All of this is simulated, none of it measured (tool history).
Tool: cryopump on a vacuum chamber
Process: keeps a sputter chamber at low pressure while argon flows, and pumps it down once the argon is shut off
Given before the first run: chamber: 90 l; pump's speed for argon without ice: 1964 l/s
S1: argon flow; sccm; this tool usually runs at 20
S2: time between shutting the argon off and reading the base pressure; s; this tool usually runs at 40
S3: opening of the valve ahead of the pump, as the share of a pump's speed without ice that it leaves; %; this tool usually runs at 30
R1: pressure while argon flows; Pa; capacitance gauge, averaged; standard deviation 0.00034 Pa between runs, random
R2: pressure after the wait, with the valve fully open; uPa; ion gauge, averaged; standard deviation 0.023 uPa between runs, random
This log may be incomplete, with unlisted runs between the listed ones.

| run | hour | S1 | S2 | S3 | R1 | R2 |
|---|---|---|---|---|---|---|
| 1 | 0 | 20 | 40 | 30 | 0.0616 | 2.25 |
| 2 | 49.7 | 8 | 40 | 30 | 0.0251 | 2.35 |
| 3 | 120.3 | 8 | 40 | 30 | 0.0248 | 2.37 |
| 4 | 207 | 20 | 44 | 30 | 0.0633 | 2.44 |
| 5 | 269.2 | 20 | 40 | 30 | 0.0627 | 2.56 |
| 6 | 327.4 | 20 | 40 | 30 | 0.0637 | 2.61 |
| 7 | 426.5 | 20 | 40 | 30 | 0.0575 | 2.12 |
| 8 | 519.2 | 20 | 40 | 31 | 0.0572 | 2.24 |
| 9 | 573.5 | 17 | 40 | 31 | 0.0481 | 2.33 |
| 10 | 672.7 | 17 | 40 | 31 | 0.0476 | 2.39 |
| 11 | 720.9 | 17 | 40 | 31 | 0.0483 | 2.43 |
| 12 | 802.5 | 27 | 40 | 31 | 0.0773 | 2.52 |
| 13 | 881.8 | 20 | 40 | 30 | 0.0599 | 2.54 |
| 14 | 936.4 | 20 | 40 | 30 | 0.0594 | 2.64 |
| 15 | 1002.5 | 20 | 40 | 30 | 0.0595 | 2.76 |
| 16 | 1084.3 | 20 | 40 | 30 | 0.0596 | 2.8 |
| 17 | 1135.9 | 20 | 40 | 30 | 0.0604 | 2.86 |
| 18 | 1224 | 20 | 40 | 30 | 0.0607 | 0.82 |
| 19 | 1299.3 | 20 | 40 | 30 | 0.0607 | 0.9 |
| 20 | 1370.9 | 20 | 40 | 30 | 0.0616 | 0.92 |
| 21 | 1470 | 10 | 24 | 35 | 0.0259 | 1.35 |
| 22 | 1526.9 | 17 | 78 | 22 | 0.0706 | 0.72 |
| 23 | 1623 | 17 | 78 | 22 | 0.0698 | 0.84 |
| 24 | 1719.3 | 20 | 242 | 59 | 0.0337 | 0.73 |
| 25 | 1782.9 | 11 | 141 | 18 | 0.0553 | 0.82 |
| 26 | 1829.5 | 11 | 141 | 18 | 0.0556 | 0.84 |
| 27 | 1913.8 | 12 | 107 | 56 | 0.022 | 1.04 |
| 28 | 1969 | 40 | 107 | 56 | 0.0732 | 1.05 |
| 29 | 2039.5 | 40 | 107 | 56 | 0.0737 | 1.07 |
| 30 | 2125.1 | 8 | 29 | 22 | 0.0341 | 1.82 |
| 31 | 2185.7 | 8 | 29 | 22 | 0.0322 | 1.57 |
| 32 | 2284.6 | 10 | 29 | 36 | 0.0249 | 1.63 |
| 33 | 2359.8 | 18 | 40 | 37 | 0.0435 | 1.4 |
| 34 | 2443.8 | 10 | 168 | 32 | 0.0276 | 1.08 |
| 35 | 2538.5 | 20 | 23 | 45 | 0.0406 | 2.06 |

Taken out of this log: 3 entries between the listed runs. Where each belongs, and how the hidden state differs across it:
Runs 6 to 7: pump warmed up, emptied and cooled again (hour 394.7)
  pump's speed, % of a pump's without ice: 76.6 -> 99.6; cold plate's temperature, K: 13.59 -> 13.63; leak into the chamber, uPa l/s: 2963 -> 3066
  the result without the hidden state subtracted from the measured one, R1: +0.006 -> +0.0007 Pa; R2: +1.89 -> +1.43 uPa
Runs 17 to 18: leaking fittings of the chamber tightened, without venting (hour 1168.7)
  pump's speed, % of a pump's without ice: 89.5 -> 88.4; cold plate's temperature, K: 13.94 -> 13.98; leak into the chamber, uPa l/s: 3848 -> 405
  the result without the hidden state subtracted from the measured one, R1: +0.0027 -> +0.0031 Pa; R2: +2.12 -> +0.09 uPa
Runs 30 to 31: pump warmed up, emptied and cooled again (hour 2142.4)
  pump's speed, % of a pump's without ice: 75.8 -> 98.8; cold plate's temperature, K: 14.36 -> 14.39; leak into the chamber, uPa l/s: 1376 -> 1433
  the result without the hidden state subtracted from the measured one, R1: +0.0026 -> +0.0005 Pa; R2: +0.86 -> +0.63 uPa
